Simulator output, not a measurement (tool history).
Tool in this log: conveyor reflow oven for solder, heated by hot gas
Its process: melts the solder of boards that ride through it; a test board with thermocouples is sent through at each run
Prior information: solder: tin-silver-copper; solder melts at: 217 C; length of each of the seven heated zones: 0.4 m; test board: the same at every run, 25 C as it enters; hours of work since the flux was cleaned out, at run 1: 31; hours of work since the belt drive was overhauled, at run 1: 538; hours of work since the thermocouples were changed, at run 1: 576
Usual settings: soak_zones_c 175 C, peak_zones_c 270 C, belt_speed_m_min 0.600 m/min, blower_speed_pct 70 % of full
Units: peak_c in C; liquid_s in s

run,hour,soak_zones_c,peak_zones_c,belt_speed_m_min,blower_speed_pct,hours of work since the flux was cleaned out,hours of work since the belt drive was overhauled,hours of work since the thermocouples were changed,peak_c,liquid_s
1,0.0,175,270,0.600,70,31,538,576,255.3,62.7
2,32.6,175,270,0.663,70,53,559,597,251.7,53.6
3,51.7,175,270,0.600,70,65,572,610,255.4,62.4
4,74.0,175,270,0.600,68,80,587,625,254.4,61.8
5,104.4,175,270,0.600,68,101,607,645,254.8,62.1
6,134.7,175,270,0.600,68,121,627,665,254.4,61.8
7,152.8,175,270,0.600,70,133,639,677,254.9,62.4
8,185.0,175,270,0.600,70,154,661,699,254.9,62.5
# hour 192.1: belt drive overhauled, speed set with a stopwatch
9,214.0,175,270,0.600,70,171,15,715,255.1,62.6
10,238.6,164,260,0.512,70,187,31,731,249.3,65.7
# hour 269.6: belt drive overhauled, speed set with a stopwatch, once more
11,273.7,179,267,0.578,85,208,3,752,257.7,68.5
12,308.8,179,267,0.578,85,231,26,776,257.6,68.5
13,340.7,175,262,0.600,70,252,47,797,247.6,56.0
14,366.2,189,267,0.600,88,269,64,814,258.4,70.7
15,398.2,175,260,0.648,52,291,85,835,235.7,36.8
# hour 416.6: thermocouples of zones 6 and 7 changed
16,434.5,175,270,0.625,70,313,108,12,251.0,56.0
17,466.9,175,270,0.625,70,335,130,33,251.0,56.2

Hidden condition of the tool, last listed run before each entry between runs versus first listed run after:
After run 8, before run 9: belt drive overhauled, speed set with a stopwatch (hour 192.1)
  heat that the gas passes to the board, % of a clean oven's: 96.8 -> 96.5; belt's true speed, % of the reading: 99.3 -> 99.01; true gas temperature in zones 6 and 7 over the reading, C: 1.53 -> 1.57
  difference, measured minus the result without the unlogged condition, peak_c: +0.7 -> +0.8 C; liquid_s: +0.8 -> +1.0 s
After run 10, before run 11: belt drive overhauled, speed set with a stopwatch, once more (hour 269.6)
  heat that the gas passes to the board, % of a clean oven's: 96.2 -> 95.8; belt's true speed, % of the reading: 99 -> 100; true gas temperature in zones 6 and 7 over the reading, C: 1.59 -> 1.63
  difference, measured minus the result without the unlogged condition, peak_c: +0.9 -> +0.5 C; liquid_s: +1.2 -> +0.0 s
After run 15, before run 16: thermocouples of zones 6 and 7 changed (hour 416.6)
  heat that the gas passes to the board, % of a clean oven's: 94.2 -> 93.8; belt's true speed, % of the reading: 99.93 -> 99.9; true gas temperature in zones 6 and 7 over the reading, C: 1.79 -> -0.29
  difference, measured minus the result without the unlogged condition, peak_c: +0.1 -> -1.9 C; liquid_s: -0.3 -> -1.8 s
